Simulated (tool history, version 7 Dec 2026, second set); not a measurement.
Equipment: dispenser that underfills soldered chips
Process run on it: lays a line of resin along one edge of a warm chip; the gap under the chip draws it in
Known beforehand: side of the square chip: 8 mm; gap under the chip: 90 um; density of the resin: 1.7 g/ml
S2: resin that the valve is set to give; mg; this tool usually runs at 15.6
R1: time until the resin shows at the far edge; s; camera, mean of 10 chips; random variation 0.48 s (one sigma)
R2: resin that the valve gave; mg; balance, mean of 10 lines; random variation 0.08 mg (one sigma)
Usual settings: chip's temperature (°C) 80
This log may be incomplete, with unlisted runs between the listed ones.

Run 1, hour 0: usual settings. Result: R1 43.2 s, R2 15.08 mg.
At hour 2.5: new syringe of resin.
Run 2, hour 4.6: usual settings. Result: R1 37.4 s, R2 14.86 mg.
Run 3, hour 10.1: usual settings but S2 18.1 mg. Result: R1 41.7 s, R2 17.1 mg.
At hour 13.3: new syringe of resin.
Run 4, hour 15.4: usual settings but S2 18.1 mg. Result: R1 38.1 s, R2 17.32 mg.
Run 5, hour 18.9: usual settings but S2 18.1 mg. Result: R1 40.5 s, R2 17.09 mg.
At hour 22.3: dispensing valve cleaned and set on the balance.
At hour 24.9: new syringe of resin.
Run 6, hour 26.3: usual settings but S2 18.1 mg. Result: R1 35.8 s, R2 18.06 mg.
Run 7, hour 32.4: usual settings. Result: R1 42.9 s, R2 15.61 mg.
At hour 36: new syringe of resin.
Run 8, hour 38.6: usual settings. Result: R1 37.3 s, R2 15.56 mg.
Run 9, hour 44.8: usual settings. Result: R1 43.5 s, R2 15.37 mg.
At hour 46.6: new syringe of resin.
Run 10, hour 53: usual settings. Result: R1 41.3 s, R2 15.3 mg.
At hour 57.5: new syringe of resin.
Run 11, hour 59.6: usual settings. Result: R1 37.6 s, R2 15.37 mg.
Run 12, hour 66.9: usual settings. Result: R1 45.5 s, R2 15.31 mg.
At hour 68.2: new syringe of resin.
Run 13, hour 74.7: usual settings. Result: R1 41.3 s, R2 14.98 mg.
At hour 78.8: new syringe of resin.
Run 14, hour 79.9: usual settings. Result: R1 36.4 s, R2 15.14 mg.
Run 15, hour 87.2: usual settings. Result: R1 43.4 s, R2 15.13 mg.
At hour 89.8: new syringe of resin.
Run 16, hour 93.3: usual settings. Result: R1 38.4 s, R2 15.07 mg.
Run 17, hour 96.6: usual settings. Result: R1 41.3 s, R2 14.96 mg.
At hour 100.5: new syringe of resin.
Run 18, hour 103.8: usual settings. Result: R1 38.5 s, R2 15.01 mg.
Run 19, hour 109.6: usual settings but chip's temperature (°C) 88, S2 18 mg. Result: R1 31.7 s, R2 17.15 mg.
At hour 111: new syringe of resin.
Run 20, hour 113.5: usual settings but chip's temperature (°C) 78, S2 14.4 mg. Result: R1 41.5 s, R2 13.75 mg.
Run 21, hour 118.3: usual settings but chip's temperature (°C) 65. Result: R1 78.1 s, R2 14.94 mg.
At hour 121.7: new syringe of resin.
Run 22, hour 126.4: usual settings but chip's temperature (°C) 65. Result: R1 71.7 s, R2 14.69 mg.
At hour 130.6: dispensing valve cleaned and set on the balance.
Run 23, hour 132.3: usual settings but chip's temperature (°C) 95, S2 14.7 mg. Result: R1 26.1 s, R2 14.62 mg.
At hour 133.3: new syringe of resin.
Run 24, hour 140.2: usual settings but chip's temperature (°C) 95, S2 14.7 mg. Result: R1 23.4 s, R2 14.72 mg.
At hour 143.9: new syringe of resin.
Run 25, hour 146.2: usual settings but chip's temperature (°C) 88, S2 16.5 mg. Result: R1 26.7 s, R2 16.46 mg.
Run 26, hour 153.4: usual settings but chip's temperature (°C) 88, S2 16.5 mg. Result: R1 32.2 s, R2 16.39 mg.
At hour 154.6: new syringe of resin.
Run 27, hour 160.1: usual settings but chip's temperature (°C) 90, S2 16.5 mg. Result: R1 26.7 s, R2 16.3 mg.
At hour 165.5: new syringe of resin.
Run 28, hour 167.7: usual settings but chip's temperature (°C) 90, S2 13.6 mg. Result: R1 25.8 s, R2 13.46 mg.
Run 29, hour 173: usual settings but chip's temperature (°C) 89, S2 14.5 mg. Result: R1 29.7 s, R2 14.17 mg.
At hour 176: new syringe of resin.
Run 30, hour 181.1: usual settings but chip's temperature (°C) 89, S2 14.5 mg. Result: R1 28.4 s, R2 14.06 mg.
At hour 186.8: new syringe of resin.
Run 31, hour 187.8: usual settings but chip's temperature (°C) 70, S2 13.8 mg. Result: R1 53.8 s, R2 13.36 mg.
Run 32, hour 195.1: usual settings but chip's temperature (°C) 70, S2 17.2 mg. Result: R1 61.1 s, R2 16.64 mg.
At hour 197.6: new syringe of resin.
Run 33, hour 200.8: usual settings but chip's temperature (°C) 66, S2 13.9 mg. Result: R1 68.8 s, R2 13.32 mg.
At hour 208.3: new syringe of resin.
Run 34, hour 208.6: usual settings but S2 16.4 mg. Result: R1 34.7 s, R2 15.76 mg.

Results for each run, recomputed without the tool's hidden state and with each run's random variation untouched:
Unlogged tool condition in this case: resin's viscosity, % of fresh resin's; dose that the valve gives, % of what is set; true chip temperature over the reading, C; drift of the gauge itself on fill_s, %; drift of the gauge itself on given_mg, %.
run    R1     R2
  1  36.8  15.72
  2  37.2  15.52
  3  36.5  17.91
  4  37.4  18.18
  5  36.5  17.98
  6  36.9  18.12
  7  38.3  15.71
  8    37  15.72
  9  37.3  15.57
 10  37.2  15.57
 11  37.6  15.69
 12  38.4  15.68
 13  37.5   15.4
 14  37.9   15.6
 15    38  15.65
 16  37.8  15.62
 17  37.5  15.54
 18  38.1  15.64
 19  27.4  17.93
 20    41   14.4
 21  69.3  15.68
 22  67.3  15.48
 23  21.6  14.62
 24  21.1  14.78
 25  26.9  16.58
 26  27.5  16.56
 27  25.1  16.52
 28  26.3  13.69
 29  26.6  14.46
 30  27.1   14.4
 31    57  13.73
 32  54.5  17.15
 33    68  13.77
 34  37.6  16.35

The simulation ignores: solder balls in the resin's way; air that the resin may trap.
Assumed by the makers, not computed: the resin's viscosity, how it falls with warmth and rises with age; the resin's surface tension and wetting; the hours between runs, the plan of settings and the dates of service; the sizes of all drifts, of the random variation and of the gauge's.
